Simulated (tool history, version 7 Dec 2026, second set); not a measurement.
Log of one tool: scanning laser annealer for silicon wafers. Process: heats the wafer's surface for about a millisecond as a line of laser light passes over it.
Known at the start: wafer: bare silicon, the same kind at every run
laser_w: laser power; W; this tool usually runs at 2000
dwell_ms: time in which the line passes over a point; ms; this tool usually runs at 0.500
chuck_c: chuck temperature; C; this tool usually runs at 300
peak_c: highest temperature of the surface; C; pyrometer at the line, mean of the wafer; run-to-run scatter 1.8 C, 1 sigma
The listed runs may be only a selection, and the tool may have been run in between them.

run 1 day=0.000 | laser_w=2000 dwell_ms=0.500 chuck_c=300 | peak_c=1046
run 2 day=0.404 | laser_w=2000 dwell_ms=0.500 chuck_c=300 | peak_c=1043
run 3 day=0.983 | laser_w=2000 dwell_ms=0.500 chuck_c=300 | peak_c=1046
run 4 day=1.429 | laser_w=2000 dwell_ms=0.500 chuck_c=300 | peak_c=1047
run 5 day=1.671 | laser_w=2000 dwell_ms=0.500 chuck_c=300 | peak_c=1048
run 6 day=2.033 | laser_w=2000 dwell_ms=0.500 chuck_c=300 | peak_c=1047
run 7 day=2.396 | laser_w=1907 dwell_ms=0.500 chuck_c=300 | peak_c=1002
run 8 day=2.729 | laser_w=1907 dwell_ms=0.500 chuck_c=300 | peak_c=1002
run 9 day=3.100 | laser_w=2149 dwell_ms=0.500 chuck_c=300 | peak_c=1116
run 10 day=3.350 | laser_w=2149 dwell_ms=0.500 chuck_c=300 | peak_c=1115
run 11 day=3.683 | laser_w=2149 dwell_ms=0.500 chuck_c=300 | peak_c=1118
run 12 day=3.929 | laser_w=1770 dwell_ms=0.448 chuck_c=323 | peak_c=926
-- day=4.096 laser's power meter calibrated
run 13 day=4.442 | laser_w=1770 dwell_ms=0.448 chuck_c=323 | peak_c=930
run 14 day=5.042 | laser_w=1751 dwell_ms=0.563 chuck_c=330 | peak_c=997
run 15 day=5.550 | laser_w=1987 dwell_ms=0.389 chuck_c=268 | peak_c=920
run 16 day=5.850 | laser_w=2072 dwell_ms=0.500 chuck_c=300 | peak_c=1080
run 17 day=6.192 | laser_w=2147 dwell_ms=0.417 chuck_c=325 | peak_c=1072
-- day=6.367 laser's power meter calibrated, once more
run 18 day=6.858 | laser_w=1756 dwell_ms=0.417 chuck_c=325 | peak_c=902
run 19 day=7.350 | laser_w=1756 dwell_ms=0.417 chuck_c=319 | peak_c=893

Predict each of these 5 candidate next runs independently; none follows another, all start after run 19:
run A day=7.592 | laser_w=1885 dwell_ms=0.500 chuck_c=318 | peak_c=?
run B day=7.592 | laser_w=1756 dwell_ms=0.500 chuck_c=339 | peak_c=?
run C day=7.592 | laser_w=1754 dwell_ms=0.603 chuck_c=271 | peak_c=?
run D day=7.592 | laser_w=1756 dwell_ms=0.417 chuck_c=275 | peak_c=?
run E day=7.592 | laser_w=2027 dwell_ms=0.479 chuck_c=340 | peak_c=?

run=A peak_c=1004
run=B peak_c=964
run=C peak_c=954
run=D peak_c=850
run=E peak_c=1076
The same runs, with their run-to-run variation unchanged, on a tool lacking any hidden condition would have given:
run=A peak_c=1029
run=B peak_c=987
run=C peak_c=980
run=D peak_c=872
run=E peak_c=1103
